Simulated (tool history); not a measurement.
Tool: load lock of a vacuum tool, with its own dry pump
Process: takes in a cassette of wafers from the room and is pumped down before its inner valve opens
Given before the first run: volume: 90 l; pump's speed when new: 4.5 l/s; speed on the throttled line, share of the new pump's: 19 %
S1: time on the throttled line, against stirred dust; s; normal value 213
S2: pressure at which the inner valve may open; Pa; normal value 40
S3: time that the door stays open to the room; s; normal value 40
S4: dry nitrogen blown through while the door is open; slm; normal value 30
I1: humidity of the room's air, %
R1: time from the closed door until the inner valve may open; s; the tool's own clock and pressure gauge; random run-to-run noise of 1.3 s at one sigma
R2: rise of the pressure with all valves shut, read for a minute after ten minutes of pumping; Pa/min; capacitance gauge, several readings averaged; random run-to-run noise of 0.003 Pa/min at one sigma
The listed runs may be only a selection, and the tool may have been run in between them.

Run 1, hour 0.0: usual settings; I1 44.2. Result: R1 341.3 s, R2 0.019 Pa/min.
Run 2, hour 64.8: usual settings; I1 46.6. Result: R1 337.1 s, R2 0.017 Pa/min.
Run 3, hour 149.4: usual settings; I1 46.0. Result: R1 339.8 s, R2 0.020 Pa/min.
Run 4, hour 249.0: usual settings; I1 46.6. Result: R1 340.1 s, R2 0.022 Pa/min.
Run 5, hour 302.6: usual settings; I1 44.2. Result: R1 340.2 s, R2 0.025 Pa/min.
Run 6, hour 370.6: usual settings; I1 43.4. Result: R1 339.1 s, R2 0.021 Pa/min.
Run 7, hour 458.6: usual settings; I1 43.2. Result: R1 343.1 s, R2 0.022 Pa/min.
Run 8, hour 553.5: usual settings; I1 46.2. Result: R1 338.8 s, R2 0.014 Pa/min.
Run 9, hour 650.0: usual settings; I1 40.4. Result: R1 339.8 s, R2 0.021 Pa/min.
Run 10, hour 712.7: usual settings but S1 113 s, S2 31 Pa, S3 95 s; I1 45.4. Result: R1 266.0 s, R2 0.022 Pa/min.
Run 11, hour 810.5: usual settings but S3 99 s; I1 44.9. Result: R1 341.3 s, R2 0.026 Pa/min.
Run 12, hour 901.7: usual settings but S1 181 s; I1 47.6. Result: R1 315.9 s, R2 0.022 Pa/min.
Run 13, hour 953.3: usual settings but S1 181 s; I1 44.5. Result: R1 314.9 s, R2 0.024 Pa/min.
Run 14, hour 1030.0: usual settings but S1 181 s; I1 45.0. Result: R1 313.1 s, R2 0.024 Pa/min.
Run 15, hour 1128.3: usual settings but S1 181 s, S2 45 Pa, S4 7 slm; I1 44.1. Result: R1 313.8 s, R2 0.038 Pa/min.

A few steps of R1 between consecutive runs. Split each: what settings, incoming material and random variation would produce without the hidden state, and what is left over for the hidden state, along with gauge scatter present in only one of the two compared results (measured, and without hidden state):
Hidden state at play: pump's speed, % of a new pump's; leak at the door's seal, Pa l/s; drift of the gauge itself on ready_s, %; drift of the gauge itself on rise_pa_min, %.
Run 9 -> 10: S1 213 -> 113, S2 40 -> 31, S3 40 -> 95. R1 -73.8 s: hidden state +2.1, all else -75.9.
Run 10 -> 11: S1 113 -> 213, S2 31 -> 40, S3 95 -> 99. R1 +75.3 s: hidden state -1.9, all else +77.2.
